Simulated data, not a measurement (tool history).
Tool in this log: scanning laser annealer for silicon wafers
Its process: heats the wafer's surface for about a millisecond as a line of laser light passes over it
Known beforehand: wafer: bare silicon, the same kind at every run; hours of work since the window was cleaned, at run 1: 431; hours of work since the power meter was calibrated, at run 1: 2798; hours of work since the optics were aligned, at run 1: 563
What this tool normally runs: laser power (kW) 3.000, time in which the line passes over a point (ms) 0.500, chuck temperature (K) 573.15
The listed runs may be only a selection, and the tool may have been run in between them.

run,hour,laser power (kW),time in which the line passes over a point (ms),chuck temperature (K),hours of work since the window was cleaned,hours of work since the power meter was calibrated,hours of work since the optics were aligned,highest temperature of the surface (K)
1,0.0,3.000,0.500,573.15,431,2798,563,1271.15
2,76.9,3.160,0.500,573.15,492,2860,624,1307.15
3,158.2,3.000,0.500,602.15,557,2925,689,1290.15
4,252.0,3.000,0.500,602.15,632,3000,764,1293.15
5,294.5,3.000,0.500,602.15,666,3034,798,1290.15
# hour 348.1: window over the wafer cleaned
6,368.3,3.000,0.500,602.15,16,3091,855,1278.15
7,462.1,3.000,0.500,602.15,91,3166,930,1272.15
8,534.2,3.000,0.500,602.15,149,3223,988,1273.15
9,597.9,3.000,0.500,602.15,200,3274,1039,1271.15
# hour 640.0: window over the wafer cleaned, once more
10,692.3,3.000,0.618,573.15,42,3348,1113,1367.15
11,760.3,3.000,0.618,573.15,96,3403,1167,1369.15
12,833.1,3.000,0.618,573.15,154,3461,1225,1366.15
13,873.9,3.000,0.618,573.15,187,3493,1258,1363.15
14,915.9,3.000,0.500,573.15,220,3527,1291,1274.15
15,996.8,3.000,0.500,573.15,285,3592,1356,1272.15
16,1067.6,3.000,0.515,573.15,342,3648,1412,1283.15
# hour 1136.9: optics aligned, line set to its width
17,1156.7,3.000,0.500,573.15,409,3715,16,1273.15
18,1235.4,3.000,0.500,573.15,472,3778,79,1270.15
19,1330.8,3.000,0.500,573.15,548,3854,155,1270.15
20,1400.8,3.000,0.500,573.15,604,3910,211,1264.15
21,1442.3,2.876,0.397,551.15,637,3944,244,1130.15
22,1522.2,3.000,0.492,608.15,701,4007,308,1290.15
# hour 1531.4: window over the wafer cleaned
23,1570.7,3.000,0.487,608.15,31,4045,345,1314.15
24,1610.1,3.000,0.487,608.15,63,4076,376,1311.15
25,1670.4,3.000,0.607,608.15,111,4124,425,1396.15
26,1749.5,3.000,0.421,573.15,174,4187,488,1217.15
27,1828.4,3.000,0.421,573.15,237,4250,551,1214.15
28,1925.2,3.058,0.572,573.15,315,4328,628,1346.15
29,2000.3,2.631,0.458,593.15,375,4388,688,1169.15
30,2082.1,2.631,0.458,593.15,440,4453,754,1169.15
31,2142.5,2.834,0.484,609.15,488,4501,802,1251.15
32,2231.1,2.834,0.484,609.15,559,4572,873,1251.15
33,2290.5,2.834,0.484,609.15,607,4620,920,1249.15

What will run 34 give?
34,2370.9,3.135,0.497,596.15,671,4684,984,?

Logged for run 34: highest temperature of the surface (K) 1316.15.
Minus the tool's unlogged condition, the same run would have read highest temperature of the surface (K) 1336.15.
